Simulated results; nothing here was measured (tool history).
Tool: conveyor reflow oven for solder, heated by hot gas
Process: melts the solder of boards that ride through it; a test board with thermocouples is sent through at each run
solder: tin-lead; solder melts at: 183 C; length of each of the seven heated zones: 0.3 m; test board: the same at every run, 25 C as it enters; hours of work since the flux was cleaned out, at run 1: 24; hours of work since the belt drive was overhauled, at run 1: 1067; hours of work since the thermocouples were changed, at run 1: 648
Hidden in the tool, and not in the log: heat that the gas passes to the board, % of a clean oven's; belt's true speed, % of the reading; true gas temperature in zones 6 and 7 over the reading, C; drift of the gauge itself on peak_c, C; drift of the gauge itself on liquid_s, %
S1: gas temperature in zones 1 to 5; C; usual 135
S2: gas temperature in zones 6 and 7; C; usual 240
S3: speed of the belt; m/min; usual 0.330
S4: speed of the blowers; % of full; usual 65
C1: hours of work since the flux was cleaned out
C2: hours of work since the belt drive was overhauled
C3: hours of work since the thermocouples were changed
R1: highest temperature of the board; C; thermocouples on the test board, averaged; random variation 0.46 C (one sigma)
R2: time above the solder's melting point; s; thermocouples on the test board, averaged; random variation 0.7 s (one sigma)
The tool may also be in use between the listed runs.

run 1 hour=0.0 | S1=135 S2=240 S3=0.330 S4=65 | C1=24 C2=1067 C3=648 | R1=220.0 R2=83.4
run 2 hour=64.3 | S1=142 S2=240 S3=0.330 S4=65 | C1=56 C2=1099 C3=680 | R1=221.1 R2=88.6
run 3 hour=116.2 | S1=142 S2=240 S3=0.330 S4=65 | C1=81 C2=1124 C3=706 | R1=220.8 R2=89.0
run 4 hour=159.6 | S1=142 S2=240 S3=0.330 S4=65 | C1=103 C2=1146 C3=727 | R1=221.2 R2=88.7
run 5 hour=229.3 | S1=135 S2=240 S3=0.316 S4=65 | C1=137 C2=1180 C3=762 | R1=219.6 R2=88.9
run 6 hour=293.8 | S1=135 S2=240 S3=0.316 S4=65 | C1=169 C2=1212 C3=793 | R1=219.6 R2=89.0
-- hour=342.2 thermocouples of zones 6 and 7 changed
-- hour=367.9 belt drive overhauled, speed set with a stopwatch
run 7 hour=368.9 | S1=135 S2=240 S3=0.316 S4=65 | C1=203 C2=0 C3=11 | R1=219.8 R2=85.9
run 8 hour=440.6 | S1=135 S2=240 S3=0.316 S4=65 | C1=238 C2=36 C3=47 | R1=220.2 R2=85.6
run 9 hour=491.6 | S1=135 S2=240 S3=0.316 S4=65 | C1=264 C2=61 C3=72 | R1=219.1 R2=85.7
-- hour=555.4 flux residue cleaned out of gas plates and filters
run 10 hour=560.0 | S1=135 S2=240 S3=0.316 S4=58 | C1=2 C2=92 C3=103 | R1=220.7 R2=86.1
run 11 hour=627.8 | S1=135 S2=240 S3=0.330 S4=65 | C1=36 C2=126 C3=137 | R1=220.1 R2=82.8
run 12 hour=668.9 | S1=135 S2=240 S3=0.330 S4=79 | C1=56 C2=146 C3=157 | R1=222.2 R2=86.5
run 13 hour=708.5 | S1=135 S2=240 S3=0.330 S4=79 | C1=76 C2=166 C3=176 | R1=222.9 R2=86.5
run 14 hour=783.4 | S1=135 S2=240 S3=0.394 S4=79 | C1=113 C2=203 C3=213 | R1=216.4 R2=64.2
run 15 hour=855.7 | S1=135 S2=240 S3=0.394 S4=79 | C1=148 C2=238 C3=249 | R1=215.1 R2=63.7
run 16 hour=938.2 | S1=135 S2=240 S3=0.394 S4=79 | C1=189 C2=279 C3=290 | R1=215.1 R2=63.5
run 17 hour=974.6 | S1=135 S2=240 S3=0.394 S4=79 | C1=207 C2=297 C3=308 | R1=215.8 R2=64.1
run 18 hour=1057.3 | S1=135 S2=240 S3=0.394 S4=79 | C1=248 C2=338 C3=349 | R1=214.3 R2=63.2
run 19 hour=1106.6 | S1=135 S2=240 S3=0.394 S4=79 | C1=272 C2=362 C3=373 | R1=214.9 R2=63.6
-- hour=1153.5 flux residue cleaned out of gas plates and filters
run 20 hour=1168.7 | S1=135 S2=244 S3=0.330 S4=53 | C1=8 C2=390 C3=401 | R1=219.8 R2=81.9
run 21 hour=1250.1 | S1=135 S2=235 S3=0.360 S4=65 | C1=48 C2=431 C3=441 | R1=212.1 R2=67.9
run 22 hour=1287.7 | S1=131 S2=234 S3=0.397 S4=76 | C1=66 C2=449 C3=460 | R1=209.8 R2=55.4
run 23 hour=1366.2 | S1=137 S2=244 S3=0.364 S4=77 | C1=105 C2=488 C3=499 | R1=222.1 R2=78.7
run 24 hour=1414.6 | S1=137 S2=244 S3=0.364 S4=77 | C1=129 C2=512 C3=523 | R1=222.4 R2=77.8
run 25 hour=1452.3 | S1=137 S2=244 S3=0.364 S4=77 | C1=148 C2=530 C3=541 | R1=222.0 R2=78.0
run 26 hour=1500.9 | S1=127 S2=249 S3=0.267 S4=87 | C1=171 C2=554 C3=565 | R1=236.5 R2=118.0
run 27 hour=1564.3 | S1=127 S2=249 S3=0.267 S4=87 | C1=203 C2=586 C3=596 | R1=236.7 R2=117.2
run 28 hour=1604.1 | S1=129 S2=243 S3=0.330 S4=73 | C1=222 C2=605 C3=616 | R1=222.4 R2=80.3
run 29 hour=1688.1 | S1=129 S2=243 S3=0.330 S4=73 | C1=264 C2=647 C3=658 | R1=221.0 R2=81.7

The same runs without the tool's hidden state, with the same run-to-run variation:
run=1 R1=220.1 R2=81.8
run=2 R1=221.5 R2=87.2
run=3 R1=221.4 R2=87.8
run=4 R1=221.9 R2=87.6
run=5 R1=220.7 R2=88.2
run=6 R1=221.0 R2=88.6
run=7 R1=221.3 R2=87.9
run=8 R1=222.0 R2=87.9
run=9 R1=221.2 R2=88.3
run=10 R1=220.4 R2=85.6
run=11 R1=220.1 R2=82.6
run=12 R1=222.3 R2=86.5
run=13 R1=223.3 R2=86.6
run=14 R1=217.2 R2=65.0
run=15 R1=216.3 R2=64.9
run=16 R1=216.7 R2=65.1
run=17 R1=217.7 R2=66.0
run=18 R1=216.6 R2=65.5
run=19 R1=217.4 R2=66.2
run=20 R1=219.5 R2=80.9
run=21 R1=212.2 R2=67.5
run=22 R1=210.2 R2=55.5
run=23 R1=222.8 R2=78.7
run=24 R1=223.4 R2=78.0
run=25 R1=223.2 R2=78.3
run=26 R1=237.7 R2=117.7
run=27 R1=238.1 R2=117.1
run=28 R1=224.2 R2=81.4
run=29 R1=223.2 R2=83.2
